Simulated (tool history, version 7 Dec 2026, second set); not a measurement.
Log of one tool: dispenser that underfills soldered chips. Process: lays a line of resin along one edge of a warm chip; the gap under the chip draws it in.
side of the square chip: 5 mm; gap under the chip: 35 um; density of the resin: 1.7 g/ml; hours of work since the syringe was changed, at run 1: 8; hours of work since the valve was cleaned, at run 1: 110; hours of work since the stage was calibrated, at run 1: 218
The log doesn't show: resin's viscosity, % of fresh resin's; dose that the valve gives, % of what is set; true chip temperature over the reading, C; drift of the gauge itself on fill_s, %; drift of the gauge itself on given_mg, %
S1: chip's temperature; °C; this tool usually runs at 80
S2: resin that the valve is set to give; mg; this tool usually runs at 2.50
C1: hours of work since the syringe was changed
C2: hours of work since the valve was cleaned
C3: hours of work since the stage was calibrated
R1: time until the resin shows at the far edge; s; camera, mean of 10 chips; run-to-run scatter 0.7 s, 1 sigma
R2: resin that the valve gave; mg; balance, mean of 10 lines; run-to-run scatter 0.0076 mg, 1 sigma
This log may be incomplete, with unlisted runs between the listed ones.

Run 1, hour 0.0: usual settings; C1 8; C2 110; C3 218. Result: R1 95.0 s, R2 2.363 mg.
At hour 2.3: new syringe of resin.
Run 2, hour 9.2: usual settings; C1 5; C2 117; C3 224. Result: R1 81.9 s, R2 2.384 mg.
At hour 16.2: new syringe of resin.
Run 3, hour 16.2: usual settings but S2 2.80 mg; C1 0; C2 122; C3 229. Result: R1 62.4 s, R2 2.629 mg.
At hour 20.6: dispensing valve cleaned and set on the balance.
Run 4, hour 23.8: usual settings but S2 2.80 mg; C1 5; C2 2; C3 234. Result: R1 82.4 s, R2 2.799 mg.
Run 5, hour 29.0: usual settings but S2 2.80 mg; C1 9; C2 6; C3 238. Result: R1 98.9 s, R2 2.792 mg.
At hour 30.8: new syringe of resin.
Run 6, hour 41.2: usual settings but S2 2.80 mg; C1 8; C2 15; C3 247. Result: R1 92.2 s, R2 2.782 mg.
At hour 43.8: new syringe of resin.
Run 7, hour 52.9: usual settings but S2 2.78 mg; C1 7; C2 24; C3 256. Result: R1 87.5 s, R2 2.748 mg.
At hour 57.2: new syringe of resin.
Run 8, hour 59.3: usual settings but S2 2.78 mg; C1 2; C2 29; C3 261. Result: R1 66.4 s, R2 2.746 mg.
Run 9, hour 69.0: usual settings; C1 9; C2 36; C3 268. Result: R1 98.7 s, R2 2.454 mg.
At hour 70.7: new syringe of resin.
Run 10, hour 76.3: usual settings; C1 4; C2 41; C3 273. Result: R1 78.1 s, R2 2.450 mg.
Run 11, hour 81.5: usual settings but S1 66 °C; C1 8; C2 45; C3 277. Result: R1 181.6 s, R2 2.458 mg.
At hour 84.3: new syringe of resin.
Run 12, hour 91.3: usual settings but S2 2.54 mg; C1 5; C2 52; C3 284. Result: R1 81.4 s, R2 2.474 mg.
At hour 97.4: new syringe of resin.
Run 13, hour 102.5: usual settings but S2 2.13 mg; C1 4; C2 60; C3 293. Result: R1 78.1 s, R2 2.066 mg.
At hour 110.7: new syringe of resin.
Run 14, hour 111.6: usual settings but S2 3.15 mg; C1 1; C2 67; C3 299. Result: R1 63.8 s, R2 3.042 mg.
Run 15, hour 116.6: usual settings but S2 3.15 mg; C1 4; C2 71; C3 303. Result: R1 78.5 s, R2 3.051 mg.
At hour 124.6: new syringe of resin.
Run 16, hour 127.5: usual settings but S1 66 °C, S2 2.55 mg; C1 2; C2 79; C3 311. Result: R1 132.5 s, R2 2.458 mg.
At hour 137.7: new syringe of resin.
Run 17, hour 138.8: usual settings but S1 68 °C, S2 2.36 mg; C1 1; C2 87; C3 319. Result: R1 114.3 s, R2 2.251 mg.
Run 18, hour 145.6: usual settings but S1 81 °C, S2 2.64 mg; C1 6; C2 92; C3 324. Result: R1 81.0 s, R2 2.525 mg.
At hour 150.7: new syringe of resin.
Run 19, hour 155.9: usual settings but S1 72 °C, S2 2.64 mg; C1 4; C2 100; C3 332. Result: R1 108.1 s, R2 2.511 mg.
At hour 164.1: new syringe of resin.
Run 20, hour 166.4: usual settings but S2 2.24 mg; C1 2; C2 108; C3 340. Result: R1 66.5 s, R2 2.114 mg.
Run 21, hour 175.3: usual settings but S1 94 °C, S2 2.47 mg; C1 8; C2 114; C3 346. Result: R1 52.4 s, R2 2.337 mg.
At hour 177.3: new syringe of resin.
Run 22, hour 182.5: usual settings but S1 81 °C, S2 3.18 mg; C1 4; C2 119; C3 352. Result: R1 71.2 s, R2 2.999 mg.
Run 23, hour 188.3: usual settings but S1 78 °C, S2 2.60 mg; C1 8; C2 124; C3 356. Result: R1 104.2 s, R2 2.451 mg.
At hour 190.9: dispensing valve cleaned and set on the balance.
At hour 192.2: new syringe of resin.
Run 24, hour 197.2: usual settings but S1 78 °C, S2 2.60 mg; C1 4; C2 5; C3 362. Result: R1 79.9 s, R2 2.598 mg.
Run 25, hour 203.1: usual settings but S1 94 °C, S2 2.41 mg; C1 8; C2 9; C3 366. Result: R1 51.7 s, R2 2.400 mg.
At hour 205.5: new syringe of resin.
Run 26, hour 214.1: usual settings but S1 93 °C, S2 2.31 mg; C1 6; C2 17; C3 374. Result: R1 49.7 s, R2 2.296 mg.
At hour 218.4: new syringe of resin.
Run 27, hour 221.3: usual settings but S1 94 °C, S2 2.66 mg; C1 2; C2 22; C3 379. Result: R1 36.4 s, R2 2.631 mg.
Run 28, hour 229.6: usual settings but S1 90 °C; C1 8; C2 29; C3 386. Result: R1 61.1 s, R2 2.449 mg.

Here are 3 independent what-if runs from the current tool condition. What would each one return?
At hour 231.9: new syringe of resin.
Run A, hour 236.6: usual settings but S1 75 °C, S2 2.93 mg; C1 4; C2 34; C3 391. Result: R1 ?, R2 ?.
At hour 231.9: new syringe of resin.
Run B, hour 236.6: usual settings but S1 72 °C, S2 2.37 mg; C1 4; C2 34; C3 391. Result: R1 ?, R2 ?.
At hour 231.9: new syringe of resin.
Run C, hour 236.6: usual settings but S1 75 °C, S2 2.27 mg; C1 4; C2 34; C3 391. Result: R1 ?, R2 ?.

run     R1     R2
  A   91.4  2.880
  B  107.8  2.320
  C   91.8  2.233
Take away the tool's hidden state, keep each run's random variation, and the runs would have read:
run    R1     R2
  A  78.6  2.927
  B  92.8  2.359
  C  78.8  2.269
